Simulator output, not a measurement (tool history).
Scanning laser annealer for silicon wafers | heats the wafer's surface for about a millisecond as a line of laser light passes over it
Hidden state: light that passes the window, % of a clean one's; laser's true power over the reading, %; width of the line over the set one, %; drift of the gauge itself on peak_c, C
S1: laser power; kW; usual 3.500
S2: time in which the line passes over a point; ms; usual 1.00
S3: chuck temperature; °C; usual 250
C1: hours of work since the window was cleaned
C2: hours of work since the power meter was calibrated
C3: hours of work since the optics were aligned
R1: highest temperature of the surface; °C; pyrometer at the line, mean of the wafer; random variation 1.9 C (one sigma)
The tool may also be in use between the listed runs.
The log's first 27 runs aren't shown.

| run | hour | S1 | S2 | S3 | C1 | C2 | C3 | R1 |
|---|---|---|---|---|---|---|---|---|
| 28 | 369.5 | 3.696 | 0.89 | 286 | 695 | 496 | 77 | 1085 |
| 29 | 379.2 | 3.018 | 1.00 | 235 | 699 | 500 | 82 | 926 |
| 30 | 390.6 | 3.500 | 0.88 | 250 | 704 | 505 | 87 | 1003 |
| 31 | 407.4 | 3.029 | 0.85 | 250 | 712 | 513 | 95 | 883 |
| 32 | 416.5 | 3.029 | 0.85 | 250 | 716 | 517 | 99 | 885 |
| 33 | 424.8 | 3.847 | 0.75 | 225 | 720 | 521 | 103 | 979 |
| 34 | 441.4 | 3.847 | 1.11 | 225 | 727 | 528 | 110 | 1159 |
| 35 | 454.2 | 3.500 | 0.82 | 229 | 733 | 534 | 116 | 952 |
| 36 | 463.9 | 3.178 | 0.80 | 288 | 737 | 539 | 120 | 929 |
| 37 | 479.8 | 3.199 | 0.87 | 255 | 745 | 546 | 128 | 934 |
| 38 | 493.3 | 3.199 | 0.87 | 255 | 751 | 552 | 134 | 934 |
| 39 | 503.9 | 3.526 | 0.97 | 250 | 756 | 557 | 139 | 1043 |
| 40 | 512.5 | 3.218 | 0.91 | 250 | 760 | 561 | 142 | 951 |
| 41 | 528.6 | 3.500 | 0.86 | 250 | 767 | 568 | 150 | 986 |

3 ways to go on from here, each from the tool as it stands after run 41. What would each give?
| A | 548.1 | 3.407 | 0.88 | 215 | 776 | 577 | 159 | ? |
| B | 548.1 | 3.500 | 1.00 | 229 | 776 | 577 | 159 | ? |
| C | 548.1 | 3.500 | 1.00 | 257 | 776 | 577 | 159 | ? |

| run | R1 |
|---|---|
| A | 942 |
| B | 1029 |
| C | 1059 |
Without the tool's hidden state the same runs would have given:
| run | R1 |
|---|---|
| A | 974 |
| B | 1064 |
| C | 1094 |

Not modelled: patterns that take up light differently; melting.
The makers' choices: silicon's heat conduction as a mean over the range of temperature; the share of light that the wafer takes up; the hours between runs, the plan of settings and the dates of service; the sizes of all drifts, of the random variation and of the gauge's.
